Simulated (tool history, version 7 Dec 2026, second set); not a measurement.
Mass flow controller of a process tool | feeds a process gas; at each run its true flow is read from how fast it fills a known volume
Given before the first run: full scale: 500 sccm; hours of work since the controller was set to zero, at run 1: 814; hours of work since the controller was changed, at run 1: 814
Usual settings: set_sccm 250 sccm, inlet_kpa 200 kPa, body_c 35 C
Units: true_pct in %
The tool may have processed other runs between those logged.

run    hour  set_sccm  inlet_kpa  body_c  hours of work since the controller was set to zero  hours of work since the controller was changed  true_pct
  1       0       250        200      35                                                 814                                             814    100.59
  2   542.9       250        200      35                                                1229                                            1229    100.69
  3   836.1       250        200      35                                                1453                                            1453    100.71
  4    1398       260        200      35                                                1882                                            1882       101
       1424  -- controller's zero set anew
  5  1952.2       250        200      35                                                 404                                            2305    101.31
  6    2394       250        200      35                                                 741                                            2643    101.42
  7  2893.5       250        200      35                                                1123                                            3024    101.63
  8  3308.7       250        224      32                                                1440                                            3342     101.4
       3656  -- controller's zero set anew, once more
  9  3719.6        52        200      38                                                  49                                            3655     99.33
 10  4192.8        52        200      38                                                 410                                            4017     99.93
 11  4430.5        52        228      35                                                 592                                            4198    100.13
 12  4735.9        88        200      27                                                 825                                            4432     99.15

Measured less the same run without the tool's hidden state. The same run-to-run variation is in both; the gauge's scatter may not be:
What the log doesn't record here: flow at rest that the sensor doesn't see, % of full scale; true flow over the shown one, %; drift of the gauge itself on true_pct, %.
run  true_pct
  1     +0.75
  2     +0.91
  3     +0.98
  4     +1.09
  5     +1.56
  6     +1.66
  7     +1.78
  8     +1.89
  9     +0.18
 10     +0.84
 11     +1.14
 12     +0.93

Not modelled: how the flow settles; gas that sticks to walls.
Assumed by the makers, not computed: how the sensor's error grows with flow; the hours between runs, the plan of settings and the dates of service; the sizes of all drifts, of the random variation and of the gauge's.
